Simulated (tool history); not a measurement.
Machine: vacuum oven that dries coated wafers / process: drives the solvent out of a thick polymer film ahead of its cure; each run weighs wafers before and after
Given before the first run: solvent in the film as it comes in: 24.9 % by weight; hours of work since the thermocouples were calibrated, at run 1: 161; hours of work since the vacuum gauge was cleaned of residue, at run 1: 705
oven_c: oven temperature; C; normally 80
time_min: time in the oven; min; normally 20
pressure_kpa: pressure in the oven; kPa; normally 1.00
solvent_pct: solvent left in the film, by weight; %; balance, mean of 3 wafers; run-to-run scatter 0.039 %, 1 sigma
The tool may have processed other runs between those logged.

run     day  oven_c  time_min  pressure_kpa  hours of work since the thermocouples were calibrated  hours of work since the vacuum gauge was cleaned of residue  solvent_pct
  1   0.000      80        20          1.00                                                    161                                                          705         1.29
  2   1.192      80        20          1.00                                                    177                                                          722         1.35
  3   2.292      80        20          1.00                                                    193                                                          738         1.27
  4   3.121      80        20          1.00                                                    205                                                          749         1.25
  5   4.379      80        20          1.00                                                    223                                                          767         1.32
  6   5.092      85        20          1.00                                                    233                                                          778         0.52
  7   6.617      80        20          1.00                                                    255                                                          799         1.30
  8   8.100      80        20          1.00                                                    276                                                          820         1.29
  9   8.900      80        20          1.00                                                    287                                                          832         1.29
 10   9.925      80        20          1.00                                                    302                                                          846         1.31
 11  10.746      80        20          1.00                                                    314                                                          858         1.33
 12  12.196      80        27          1.00                                                    334                                                          879         0.78
 13  13.008      80        29          1.00                                                    346                                                          890         0.73
 14  14.279      80        20          1.25                                                    364                                                          909         1.47
 15  15.671      80        20          1.25                                                    384                                                          928         1.35
 16  16.612      80        20          1.25                                                    397                                                          942         1.46
 17  17.546      80        20          1.00                                                    411                                                          955         1.34
 18  18.538      80        20          1.00                                                    425                                                          969         1.38
 19  19.333      80        20          1.00                                                    436                                                          981         1.38
 20  20.225      80        17          1.00                                                    449                                                          993         1.89
 21  21.358      80        17          1.00                                                    465                                                         1009         1.98
 22  22.833      80        17          1.00                                                    486                                                         1030         1.96
 23  23.988      80        20          1.00                                                    502                                                         1047         1.39
 24  24.779      80        20          1.00                                                    514                                                         1058         1.50
 25  26.142      80        20          1.00                                                    533                                                         1078         1.45
 26  26.842      80        20          1.00                                                    543                                                         1088         1.43
 27  28.050      92        27          0.69                                                    560                                                         1105         0.31
 28  29.371      92        27          0.69                                                    579                                                         1124         0.22
 29  30.075      73        20          1.12                                                    589                                                         1134         4.06
 30  31.446      68        20          1.85                                                    609                                                         1153         7.35
 31  32.192      82        28          1.63                                                    619                                                         1164         0.77
 32  33.100      82        28          1.63                                                    632                                                         1177         0.84
 33  33.912      86        11          1.00                                                    644                                                         1188         1.87
 34  34.775      94        19          1.00                                                    656                                                         1201         0.33
     35.600  -- oven's thermocouples calibrated
 35  36.088      94        16          3.16                                                      7                                                         1218         0.72
 36  37.254      81        25          3.39                                                     24                                                         1235         1.61
 37  38.792      81        25          3.39                                                     46                                                         1257         1.53
 38  39.542      81        17          1.57                                                     56                                                         1267         1.56
 39  40.333      66        20          2.88                                                     67                                                         1279         8.26
 40  41.750      66        20          0.51                                                     88                                                         1299         7.47
 41  42.500      90        19          0.51                                                     98                                                         1310         0.33
 42  43.142      90        23          0.51                                                    108                                                         1319         0.31
 43  44.588      90        23          0.51                                                    128                                                         1339         0.30
 44  45.692      90        23          0.51                                                    144                                                         1355         0.29
 45  46.488      76        24          0.81                                                    155                                                         1366         1.64
 46  47.333      80        24          0.83                                                    167                                                         1379         0.85
 47  48.325      80        30          1.00                                                    181                                                         1393         0.69

Here are 4 independent what-if runs from the current tool condition. What would each one return?
  A  49.354      72        18          1.00                                                    196                                                         1407            ?
  B  49.354      90        34          1.00                                                    196                                                         1407            ?
  C  49.354      74        17          0.92                                                    196                                                         1407            ?
  D  49.354      95        20          1.00                                                    196                                                         1407            ?

run  solvent_pct
  A         4.84
  B         0.36
  C         4.04
  D         0.35
With no hidden state in the tool, these same runs would have given:
run  solvent_pct
  A         4.57
  B         0.22
  C         3.79
  D         0.24
